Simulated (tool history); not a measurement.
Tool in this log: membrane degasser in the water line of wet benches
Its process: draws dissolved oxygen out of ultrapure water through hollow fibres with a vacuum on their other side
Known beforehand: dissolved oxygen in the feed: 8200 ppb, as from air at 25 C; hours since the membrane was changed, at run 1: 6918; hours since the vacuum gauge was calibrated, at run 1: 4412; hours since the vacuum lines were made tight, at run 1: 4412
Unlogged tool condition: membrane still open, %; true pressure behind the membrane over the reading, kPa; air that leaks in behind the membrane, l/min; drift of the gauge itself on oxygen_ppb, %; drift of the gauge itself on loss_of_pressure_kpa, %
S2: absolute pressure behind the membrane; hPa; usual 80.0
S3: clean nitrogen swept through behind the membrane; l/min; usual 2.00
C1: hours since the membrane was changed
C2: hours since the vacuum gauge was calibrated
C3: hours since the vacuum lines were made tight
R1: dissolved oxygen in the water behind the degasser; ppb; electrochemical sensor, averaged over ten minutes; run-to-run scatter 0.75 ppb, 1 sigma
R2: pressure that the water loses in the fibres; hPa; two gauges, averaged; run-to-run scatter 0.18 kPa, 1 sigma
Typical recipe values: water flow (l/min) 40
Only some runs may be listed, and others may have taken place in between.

Run 1, hour 0.0: usual settings; C1 6918; C2 4412; C3 4412. Result: R1 214.8 ppb, R2 321.6 hPa.
Run 2, hour 147.4: usual settings; C1 7065; C2 4560; C3 4560. Result: R1 216.9 ppb, R2 324.8 hPa.
Run 3, hour 346.4: usual settings; C1 7264; C2 4759; C3 4759. Result: R1 215.8 ppb, R2 324.1 hPa.
Run 4, hour 490.4: usual settings; C1 7408; C2 4903; C3 4903. Result: R1 215.0 ppb, R2 321.6 hPa.
Run 5, hour 680.1: usual settings but S3 4.05 l/min; C1 7598; C2 5092; C3 5092. Result: R1 117.8 ppb, R2 327.0 hPa.
At hour 746.8: vacuum gauge calibrated.
Run 6, hour 914.6: usual settings but S3 4.05 l/min; C1 7832; C2 168; C3 5327. Result: R1 117.7 ppb, R2 327.7 hPa.
Run 7, hour 1052.1: usual settings but S3 1.81 l/min; C1 7969; C2 305; C3 5464. Result: R1 235.8 ppb, R2 327.3 hPa.
Run 8, hour 1159.6: usual settings but S3 1.81 l/min; C1 8077; C2 413; C3 5571. Result: R1 234.8 ppb, R2 325.5 hPa.
Run 9, hour 1308.5: usual settings but S2 177.1 hPa, S3 0.89 l/min; C1 8226; C2 562; C3 5720. Result: R1 1135.9 ppb, R2 328.7 hPa.
Run 10, hour 1464.4: usual settings but water flow (l/min) 54; C1 8382; C2 718; C3 5876. Result: R1 284.9 ppb, R2 443.1 hPa.
Run 11, hour 1621.9: usual settings but water flow (l/min) 48, S3 1.92 l/min; C1 8539; C2 875; C3 6034. Result: R1 262.3 ppb, R2 394.1 hPa.
Run 12, hour 1850.7: usual settings but water flow (l/min) 48, S3 1.92 l/min; C1 8768; C2 1104; C3 6263. Result: R1 263.2 ppb, R2 396.0 hPa.
Run 13, hour 2021.7: usual settings but water flow (l/min) 51, S3 1.92 l/min; C1 8939; C2 1275; C3 6434. Result: R1 277.2 ppb, R2 418.6 hPa.
Run 14, hour 2175.2: usual settings but S2 49.9 hPa, S3 1.59 l/min; C1 9093; C2 1428; C3 6587. Result: R1 103.2 ppb, R2 331.9 hPa.
Run 15, hour 2382.4: usual settings but water flow (l/min) 30, S2 49.9 hPa, S3 2.79 l/min; C1 9300; C2 1636; C3 6794. Result: R1 48.7 ppb, R2 248.7 hPa.

Branching from run 15: 5 alternative next runs. What would each branch give?
Run A, hour 2601.4: usual settings but water flow (l/min) 27, S2 100.1 hPa, S3 3.49 l/min; C1 9519; C2 1855; C3 7013. Result: R1 ?, R2 ?.
Run B, hour 2601.4: usual settings but S3 2.32 l/min; C1 9519; C2 1855; C3 7013. Result: R1 ?, R2 ?.
Run C, hour 2601.4: usual settings but water flow (l/min) 30, S2 103.7 hPa, S3 1.45 l/min; C1 9519; C2 1855; C3 7013. Result: R1 ?, R2 ?.
Run D, hour 2601.4: usual settings but water flow (l/min) 52, S2 49.9 hPa, S3 2.79 l/min; C1 9519; C2 1855; C3 7013. Result: R1 ?, R2 ?.
Run E, hour 2601.4: usual settings but water flow (l/min) 63, S2 70.6 hPa, S3 2.39 l/min; C1 9519; C2 1855; C3 7013. Result: R1 ?, R2 ?.

run     R1     R2
  A  126.6  226.4
  B  189.7  327.9
  C  322.0  244.5
  D   86.8  429.2
  E  232.7  520.1
Had the tool no hidden state, the same runs would have come out as:
run     R1     R2
  A  126.5  222.6
  B  189.5  322.3
  C  321.8  240.4
  D   86.6  422.0
  E  232.5  511.3

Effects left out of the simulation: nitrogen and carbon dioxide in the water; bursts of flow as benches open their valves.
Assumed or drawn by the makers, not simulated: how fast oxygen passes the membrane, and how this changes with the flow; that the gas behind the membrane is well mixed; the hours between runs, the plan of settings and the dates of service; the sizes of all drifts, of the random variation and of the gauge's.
